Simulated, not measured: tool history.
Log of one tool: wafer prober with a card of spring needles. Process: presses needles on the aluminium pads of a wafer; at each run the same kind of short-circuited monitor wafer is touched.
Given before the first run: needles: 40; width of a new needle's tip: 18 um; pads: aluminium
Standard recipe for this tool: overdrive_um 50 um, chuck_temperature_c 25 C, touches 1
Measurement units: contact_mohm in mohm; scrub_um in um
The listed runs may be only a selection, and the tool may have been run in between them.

run 1 hour=0.0 | overdrive_um=50 chuck_temperature_c=25 touches=1 | contact_mohm=210 scrub_um=7.39
-- hour=12.5 tips cleaned on abrasive film
-- hour=28.8 tips cleaned on abrasive film
-- hour=46.5 tips cleaned on abrasive film
run 2 hour=50.3 | overdrive_um=50 chuck_temperature_c=25 touches=1 | contact_mohm=207 scrub_um=7.37
-- hour=63.5 tips cleaned on abrasive film
-- hour=78.7 tips cleaned on abrasive film
run 3 hour=83.2 | overdrive_um=50 chuck_temperature_c=25 touches=1 | contact_mohm=208 scrub_um=7.41
-- hour=95.1 tips cleaned on abrasive film
-- hour=112.0 tips cleaned on abrasive film
run 4 hour=114.6 | overdrive_um=50 chuck_temperature_c=25 touches=1 | contact_mohm=209 scrub_um=7.37
-- hour=129.8 tips cleaned on abrasive film
-- hour=146.5 tips cleaned on abrasive film
-- hour=162.0 tips cleaned on abrasive film
run 5 hour=162.0 | overdrive_um=56 chuck_temperature_c=25 touches=1 | contact_mohm=207 scrub_um=8.27
-- hour=179.0 tips cleaned on abrasive film
run 6 hour=188.9 | overdrive_um=56 chuck_temperature_c=25 touches=1 | contact_mohm=207 scrub_um=8.26
-- hour=193.9 tips cleaned on abrasive film
-- hour=211.3 tips cleaned on abrasive film
run 7 hour=211.3 | overdrive_um=37 chuck_temperature_c=25 touches=1 | contact_mohm=213 scrub_um=5.47
-- hour=215.2 height of the first contact set anew
-- hour=227.4 tips cleaned on abrasive film
-- hour=244.5 tips cleaned on abrasive film
run 8 hour=248.9 | overdrive_um=60 chuck_temperature_c=25 touches=1 | contact_mohm=207 scrub_um=8.84
-- hour=261.2 tips cleaned on abrasive film
run 9 hour=273.7 | overdrive_um=60 chuck_temperature_c=25 touches=1 | contact_mohm=204 scrub_um=8.81
-- hour=276.7 tips cleaned on abrasive film
-- hour=293.2 tips cleaned on abrasive film
run 10 hour=296.6 | overdrive_um=50 chuck_temperature_c=25 touches=1 | contact_mohm=211 scrub_um=7.34
-- hour=308.3 tips cleaned on abrasive film
-- hour=324.9 tips cleaned on abrasive film
-- hour=341.9 tips cleaned on abrasive film
run 11 hour=341.9 | overdrive_um=50 chuck_temperature_c=25 touches=1 | contact_mohm=208 scrub_um=7.33
-- hour=357.3 tips cleaned on abrasive film
-- hour=372.0 tips cleaned on abrasive film
run 12 hour=372.9 | overdrive_um=50 chuck_temperature_c=25 touches=1 | contact_mohm=210 scrub_um=7.36
-- hour=388.0 tips cleaned on abrasive film
-- hour=404.3 tips cleaned on abrasive film
run 13 hour=410.2 | overdrive_um=50 chuck_temperature_c=25 touches=1 | contact_mohm=208 scrub_um=7.35
-- hour=420.7 tips cleaned on abrasive film
-- hour=436.9 tips cleaned on abrasive film
-- hour=454.0 tips cleaned on abrasive film
run 14 hour=456.8 | overdrive_um=50 chuck_temperature_c=25 touches=1 | contact_mohm=209 scrub_um=7.34
-- hour=468.8 tips cleaned on abrasive film
run 15 hour=482.1 | overdrive_um=50 chuck_temperature_c=25 touches=1 | contact_mohm=208 scrub_um=7.39
-- hour=485.2 tips cleaned on abrasive film
-- hour=501.8 tips cleaned on abrasive film
-- hour=518.2 tips cleaned on abrasive film
-- hour=521.7 height of the first contact set anew
run 16 hour=521.7 | overdrive_um=31 chuck_temperature_c=52 touches=2 | contact_mohm=225 scrub_um=4.56
-- hour=534.0 tips cleaned on abrasive film
-- hour=550.4 tips cleaned on abrasive film
run 17 hour=558.0 | overdrive_um=50 chuck_temperature_c=37 touches=2 | contact_mohm=208 scrub_um=7.32
-- hour=566.0 tips cleaned on abrasive film
-- hour=582.8 tips cleaned on abrasive film
-- hour=599.4 tips cleaned on abrasive film
run 18 hour=603.6 | overdrive_um=64 chuck_temperature_c=71 touches=2 | contact_mohm=218 scrub_um=9.37
-- hour=613.9 tips cleaned on abrasive film
-- hour=631.7 tips cleaned on abrasive film
run 19 hour=641.9 | overdrive_um=65 chuck_temperature_c=119 touches=3 | contact_mohm=225 scrub_um=9.53
-- hour=648.2 tips cleaned on abrasive film
-- hour=664.5 tips cleaned on abrasive film
run 20 hour=668.8 | overdrive_um=50 chuck_temperature_c=33 touches=1 | contact_mohm=210 scrub_um=7.32
-- hour=679.4 tips cleaned on abrasive film
run 21 hour=692.8 | overdrive_um=50 chuck_temperature_c=33 touches=1 | contact_mohm=210 scrub_um=7.32
-- hour=696.5 tips cleaned on abrasive film
-- hour=713.2 tips cleaned on abrasive film
run 22 hour=720.9 | overdrive_um=46 chuck_temperature_c=25 touches=1 | contact_mohm=208 scrub_um=6.72
-- hour=729.2 tips cleaned on abrasive film
-- hour=745.0 tips cleaned on abrasive film
run 23 hour=752.3 | overdrive_um=46 chuck_temperature_c=25 touches=1 | contact_mohm=211 scrub_um=6.69
-- hour=760.6 tips cleaned on abrasive film
-- hour=775.7 tips cleaned on abrasive film
run 24 hour=787.7 | overdrive_um=38 chuck_temperature_c=25 touches=1 | contact_mohm=213 scrub_um=5.55
-- hour=790.7 tips cleaned on abrasive film
-- hour=806.7 tips cleaned on abrasive film
run 25 hour=814.9 | overdrive_um=45 chuck_temperature_c=93 touches=2 | contact_mohm=227 scrub_um=6.57
-- hour=822.0 tips cleaned on abrasive film
-- hour=828.6 height of the first contact set anew
-- hour=838.1 tips cleaned on abrasive film
-- hour=852.6 tips cleaned on abrasive film
run 26 hour=863.7 | overdrive_um=49 chuck_temperature_c=65 touches=2 | contact_mohm=219 scrub_um=7.14
-- hour=869.7 tips cleaned on abrasive film
-- hour=886.4 tips cleaned on abrasive film
run 27 hour=898.9 | overdrive_um=49 chuck_temperature_c=65 touches=2 | contact_mohm=220 scrub_um=7.13
-- hour=901.6 tips cleaned on abrasive film
-- hour=917.2 tips cleaned on abrasive film
-- hour=934.0 tips cleaned on abrasive film
-- hour=948.9 tips cleaned on abrasive film
run 28 hour=949.2 | overdrive_um=50 chuck_temperature_c=25 touches=3 | contact_mohm=211 scrub_um=7.29
-- hour=966.8 tips cleaned on abrasive film
-- hour=983.1 tips cleaned on abrasive film
run 29 hour=983.1 | overdrive_um=50 chuck_temperature_c=25 touches=2 | contact_mohm=207 scrub_um=7.29
-- hour=1001.0 tips cleaned on abrasive film
-- hour=1016.1 tips cleaned on abrasive film
run 30 hour=1027.7 | overdrive_um=50 chuck_temperature_c=25 touches=2 | contact_mohm=200 scrub_um=7.27

Branching from run 30: 4 alternative next runs. What would each branch give?
-- hour=1031.3 tips cleaned on abrasive film
-- hour=1047.1 tips cleaned on abrasive film
run A hour=1049.0 | overdrive_um=59 chuck_temperature_c=35 touches=1 | contact_mohm=? scrub_um=?
-- hour=1031.3 tips cleaned on abrasive film
-- hour=1047.1 tips cleaned on abrasive film
run B hour=1049.0 | overdrive_um=33 chuck_temperature_c=25 touches=3 | contact_mohm=? scrub_um=?
-- hour=1031.3 tips cleaned on abrasive film
-- hour=1047.1 tips cleaned on abrasive film
run C hour=1049.0 | overdrive_um=38 chuck_temperature_c=42 touches=2 | contact_mohm=? scrub_um=?
-- hour=1031.3 tips cleaned on abrasive film
-- hour=1047.1 tips cleaned on abrasive film
run D hour=1049.0 | overdrive_um=57 chuck_temperature_c=50 touches=2 | contact_mohm=? scrub_um=?

run=A contact_mohm=211 scrub_um=8.58
run=B contact_mohm=214 scrub_um=4.81
run=C contact_mohm=218 scrub_um=5.53
run=D contact_mohm=212 scrub_um=8.30
Without the tool's unlogged condition, the same runs would have read:
run=A contact_mohm=210 scrub_um=8.72
run=B contact_mohm=214 scrub_um=4.89
run=C contact_mohm=218 scrub_um=5.62
run=D contact_mohm=212 scrub_um=8.44
